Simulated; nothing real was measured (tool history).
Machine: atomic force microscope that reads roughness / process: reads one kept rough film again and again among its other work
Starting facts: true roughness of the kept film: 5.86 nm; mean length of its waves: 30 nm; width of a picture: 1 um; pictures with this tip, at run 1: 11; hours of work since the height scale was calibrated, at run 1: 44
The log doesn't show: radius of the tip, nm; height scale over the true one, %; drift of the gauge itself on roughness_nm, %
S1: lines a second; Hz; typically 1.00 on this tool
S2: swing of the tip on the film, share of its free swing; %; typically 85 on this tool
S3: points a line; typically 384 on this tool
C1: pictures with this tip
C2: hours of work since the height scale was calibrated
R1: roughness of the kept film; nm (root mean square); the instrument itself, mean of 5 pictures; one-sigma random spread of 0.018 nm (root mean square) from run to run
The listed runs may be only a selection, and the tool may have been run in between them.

run    hour    S1  S2   S3   C1   C2     R1
  1     0.0  1.00  85  384   11   44  4.372
  2    44.8  1.00  85  773   48   63  4.393
  3   105.6  0.99  85  384   98   88  4.374
  4   149.4  0.99  85  384  134  106  4.351
      193.8  -- new tip fitted
  5   212.9  0.99  85  384   16  133  4.378
  6   257.3  1.54  85  384   52  151  4.095
  7   289.4  1.54  85  384   79  165  4.090
  8   346.9  1.54  85  384  127  189  4.082
  9   378.7  1.54  85  384  153  202  4.080
      399.7  -- new tip fitted
 10   442.5  1.00  72  384   35  228  4.624
 11   508.3  1.00  72  384   90  256  4.629
 12   559.7  1.00  72  384  133  277  4.631
      607.1  -- new tip fitted
 13   616.4  1.00  85  384    8  301  4.381
 14   659.2  2.17  85  384   44  318  3.830
 15   700.9  1.00  85  384   78  336  4.392
 16   744.5  2.25  85  384  114  354  3.814
 17   778.7  1.85  69  384  143  368  4.448
      812.2  -- new tip fitted
 18   824.7  1.46  85  384   10  387  4.117
 19   869.4  0.82  57  323   47  406  4.808
 20   930.7  0.82  57  323   98  432  4.811
 21   986.6  0.61  85  311  144  455  4.562
     1022.3  -- new tip fitted
 22  1055.8  2.73  63  421   27  484  4.450
 23  1102.0  2.73  63  421   66  503  4.430
 24  1133.9  1.64  70  639   92  516  4.497
 25  1166.8  2.95  70  773  119  530  4.236
 26  1200.5  0.71  79  969  147  544  4.634
     1228.5  -- new tip fitted
 27  1233.5  1.20  56  969    4  558  4.810
 28  1270.9  1.20  56  969   35  573  4.820
 29  1307.4  1.61  56  259   66  588  4.724

Describe how what the log doesn't record of the tool's condition differs between the last listed run preceding each entry between runs and the first listed run following it.
After run 4, before run 5: new tip fitted (hour 193.8)
  radius of the tip, nm: 7.1 -> 7
After run 9, before run 10: new tip fitted (hour 399.7)
  radius of the tip, nm: 7.1 -> 7
After run 12, before run 13: new tip fitted (hour 607.1)
  radius of the tip, nm: 7.1 -> 7
After run 17, before run 18: new tip fitted (hour 812.2)
  radius of the tip, nm: 7.1 -> 7
After run 21, before run 22: new tip fitted (hour 1022.3)
  radius of the tip, nm: 7.1 -> 7
After run 26, before run 27: new tip fitted (hour 1228.5)
  radius of the tip, nm: 7.1 -> 7
